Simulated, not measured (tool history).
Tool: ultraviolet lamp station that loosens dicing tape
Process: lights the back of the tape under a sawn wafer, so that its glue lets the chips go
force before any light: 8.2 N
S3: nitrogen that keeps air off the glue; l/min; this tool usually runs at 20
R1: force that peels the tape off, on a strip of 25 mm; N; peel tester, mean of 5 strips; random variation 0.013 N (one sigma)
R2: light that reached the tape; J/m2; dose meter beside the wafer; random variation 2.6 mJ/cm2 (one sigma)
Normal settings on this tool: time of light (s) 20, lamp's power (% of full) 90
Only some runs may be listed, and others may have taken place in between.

Run 1, hour 0.0: usual settings. Result: R1 1.103 N, R2 2520 J/m2.
Run 2, hour 16.4: usual settings. Result: R1 1.160 N, R2 2470 J/m2.
Run 3, hour 28.2: usual settings. Result: R1 1.152 N, R2 2420 J/m2.
Run 4, hour 35.5: usual settings. Result: R1 1.155 N, R2 2450 J/m2.
At hour 37.2: window cleaned of glue's vapour.
Run 5, hour 50.4: usual settings but S3 37 l/min. Result: R1 0.907 N, R2 2180 J/m2.
Run 6, hour 59.6: usual settings but lamp's power (% of full) 83. Result: R1 1.692 N, R2 1990 J/m2.
Run 7, hour 74.0: usual settings but lamp's power (% of full) 83. Result: R1 1.632 N, R2 2000 J/m2.
Run 8, hour 86.0: usual settings but lamp's power (% of full) 83, S3 28 l/min. Result: R1 1.369 N, R2 2010 J/m2.
Run 9, hour 94.2: usual settings but time of light (s) 25, lamp's power (% of full) 78, S3 14 l/min. Result: R1 1.660 N, R2 2310 J/m2.
Run 10, hour 106.6: usual settings but lamp's power (% of full) 78, S3 10 l/min. Result: R1 2.744 N, R2 1790 J/m2.
Run 11, hour 119.2: usual settings but time of light (s) 22, lamp's power (% of full) 99, S3 6 l/min. Result: R1 2.432 N, R2 2470 J/m2.
At hour 131.4: window cleaned of glue's vapour, once more.
Run 12, hour 131.4: usual settings but time of light (s) 31, lamp's power (% of full) 99, S3 6 l/min. Result: R1 0.914 N, R2 4690 J/m2.
Run 13, hour 146.4: usual settings but time of light (s) 31, lamp's power (% of full) 99, S3 6 l/min. Result: R1 0.994 N, R2 4650 J/m2.

Consider 4 possible next runs. They are alternatives, not a sequence: every one starts from the tool as it was left by run 13. What does each give?
Run A, hour 156.0: usual settings but time of light (s) 31, lamp's power (% of full) 87, S3 6 l/min. Result: R1 ?, R2 ?.
Run B, hour 156.0: usual settings but time of light (s) 31, lamp's power (% of full) 86, S3 13 l/min. Result: R1 ?, R2 ?.
Run C, hour 156.0: usual settings but time of light (s) 33, lamp's power (% of full) 98, S3 40 l/min. Result: R1 ?, R2 ?.
Run D, hour 156.0: usual settings but lamp's power (% of full) 98, S3 11 l/min. Result: R1 ?, R2 ?.

run     R1    R2
  A  1.195  4030
  B  0.633  3980
  C  0.162  4930
  D  1.304  2950
The same runs, with their run-to-run variation unchanged, on a tool lacking any hidden condition would have given:
run     R1    R2
  A  0.761  5060
  B  0.373  4990
  C  0.128  6180
  D  0.852  3700
